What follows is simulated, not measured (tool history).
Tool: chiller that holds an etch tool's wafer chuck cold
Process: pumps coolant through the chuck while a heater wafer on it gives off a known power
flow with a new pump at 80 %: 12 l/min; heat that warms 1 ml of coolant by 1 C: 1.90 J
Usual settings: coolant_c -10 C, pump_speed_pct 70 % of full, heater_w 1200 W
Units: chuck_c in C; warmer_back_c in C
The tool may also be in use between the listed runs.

| run | hour | coolant_c | pump_speed_pct | heater_w | chuck_c | warmer_back_c |
|---|---|---|---|---|---|---|
| 1 | 0.0 | -10 | 70 | 1200 | 5.0 | 3.90 |
| 2 | 137.5 | 0 | 70 | 1200 | 15.0 | 3.87 |
| 3 | 230.7 | -10 | 70 | 1200 | 5.1 | 3.86 |
|  | 358.9 | chiller's thermometer calibrated |
| 4 | 391.9 | -10 | 70 | 1200 | 4.7 | 3.90 |
| 5 | 522.8 | -10 | 70 | 1200 | 5.0 | 3.92 |
| 6 | 694.0 | -10 | 70 | 1200 | 5.0 | 3.86 |
| 7 | 851.7 | -10 | 70 | 1200 | 5.3 | 3.90 |
| 8 | 961.9 | -10 | 70 | 1200 | 5.3 | 3.93 |
| 9 | 1114.4 | -10 | 70 | 1200 | 5.2 | 3.94 |
| 10 | 1246.4 | -10 | 65 | 1200 | 6.1 | 4.22 |
| 11 | 1360.8 | -10 | 65 | 1200 | 6.5 | 4.25 |
| 12 | 1534.6 | -10 | 65 | 1200 | 6.4 | 4.27 |
| 13 | 1699.5 | -6 | 65 | 1200 | 10.5 | 4.27 |
| 14 | 1836.9 | -6 | 80 | 1200 | 8.4 | 3.45 |
| 15 | 1927.2 | -10 | 70 | 1200 | 5.8 | 3.94 |
| 16 | 2002.2 | -10 | 70 | 1200 | 5.8 | 3.95 |
| 17 | 2085.7 | -11 | 75 | 1536 | 8.3 | 4.71 |
| 18 | 2172.6 | -11 | 75 | 1536 | 8.5 | 4.70 |
| 19 | 2297.4 | -11 | 75 | 1536 | 8.6 | 4.72 |
| 20 | 2473.5 | -3 | 70 | 1200 | 13.1 | 3.96 |
| 21 | 2544.5 | -3 | 70 | 1200 | 13.3 | 3.99 |
| 22 | 2647.6 | -3 | 70 | 1200 | 13.3 | 3.99 |
| 23 | 2759.3 | -8 | 70 | 1200 | 8.4 | 3.96 |
| 24 | 2897.3 | -8 | 70 | 1200 | 8.4 | 3.99 |

Forecast run 25:
| 25 | 3042.1 | -10 | 70 | 1006 | ? | ? |

{"run 25": {"chuck_c": 3.8, "warmer_back_c": 3.37}}
Without the tool's hidden state the same run would have given chuck_c 1.6 C, warmer_back_c 3.07 C.
